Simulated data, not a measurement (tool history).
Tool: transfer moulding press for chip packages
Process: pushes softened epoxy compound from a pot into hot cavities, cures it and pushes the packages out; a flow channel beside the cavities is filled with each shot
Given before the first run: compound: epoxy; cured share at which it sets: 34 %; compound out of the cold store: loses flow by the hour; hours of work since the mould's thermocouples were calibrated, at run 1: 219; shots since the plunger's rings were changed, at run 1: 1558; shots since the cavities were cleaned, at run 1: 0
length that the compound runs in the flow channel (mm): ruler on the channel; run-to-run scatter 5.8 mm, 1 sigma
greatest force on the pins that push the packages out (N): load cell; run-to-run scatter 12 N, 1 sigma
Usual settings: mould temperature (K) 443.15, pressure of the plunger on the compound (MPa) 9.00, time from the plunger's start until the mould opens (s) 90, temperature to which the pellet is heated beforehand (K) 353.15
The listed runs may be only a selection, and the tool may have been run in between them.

run,day,mould temperature (K),pressure of the plunger on the compound (MPa),time from the plunger's start until the mould opens (s),temperature to which the pellet is heated beforehand (K),hours of work since the mould's thermocouples were calibrated,shots since the plunger's rings were changed,shots since the cavities were cleaned,incoming compound's hours out of the cold store,length that the compound runs in the flow channel (mm),greatest force on the pins that push the packages out (N)
1,0.000,443.15,9.00,90,353.15,219,1558,0,44.8,594,552
2,0.350,443.15,9.00,90,353.15,224,1659,101,22.6,637,717
3,0.812,443.15,9.00,95,353.15,231,1791,233,28.4,619,807
4,1.200,443.15,9.00,95,353.15,237,1902,344,24.0,619,841
5,1.717,443.15,9.00,90,344.15,245,2051,493,18.9,627,1086
6,2.254,443.15,9.00,90,353.15,253,2204,646,14.9,636,1115
# day 2.617: cavities cleaned with cleaning compound and waxed
7,2.862,443.15,9.00,90,353.15,262,2361,71,19.9,630,1271
8,3.312,443.15,9.00,90,353.15,268,2490,200,29.4,607,1186
9,3.979,443.15,9.00,90,349.15,279,2682,392,36.6,591,1226
10,4.492,443.15,9.00,90,349.15,286,2828,538,43.0,579,1185
# day 5.196: cavities cleaned with cleaning compound and waxed
11,5.238,443.15,9.00,90,353.15,297,3024,12,39.3,581,585
12,5.525,443.15,9.00,90,353.15,301,3108,96,20.6,605,748
13,6.004,443.15,9.00,90,353.15,308,3245,233,39.2,579,890
# day 6.308: cavities cleaned with cleaning compound and waxed, once more
14,6.379,443.15,9.00,90,353.15,313,3334,20,40.0,592,596
15,6.867,443.15,9.00,90,353.15,321,3474,160,32.4,593,779
16,7.179,439.15,7.36,83,358.15,325,3564,250,35.1,538,1375
17,7.683,439.15,7.36,114,358.15,333,3709,395,38.0,536,863
# day 8.221: plunger's sealing rings changed
18,8.467,436.15,9.00,90,345.15,343,71,589,41.7,633,1793
# day 9.004: cavities cleaned with cleaning compound and waxed
19,9.158,436.15,7.93,90,360.15,353,251,44,19.7,630,1105
20,9.762,443.15,9.17,85,353.15,362,425,218,27.1,643,975
21,10.325,443.15,9.17,85,353.15,371,587,380,15.1,660,1146
22,10.979,440.15,6.95,85,353.15,380,775,568,45.1,538,1443

Run 23 has not been measured yet. What should we expect?
# day 11.625: cavities cleaned with cleaning compound and waxed
23,11.650,440.15,8.33,85,347.15,390,949,8,23.6,?,?

Run 23 yielded length that the compound runs in the flow channel (mm) 619, greatest force on the pins that push the packages out (N) 862.
Minus the tool's unlogged condition, the same run would have read length that the compound runs in the flow channel (mm) 629, greatest force on the pins that push the packages out (N) 789.
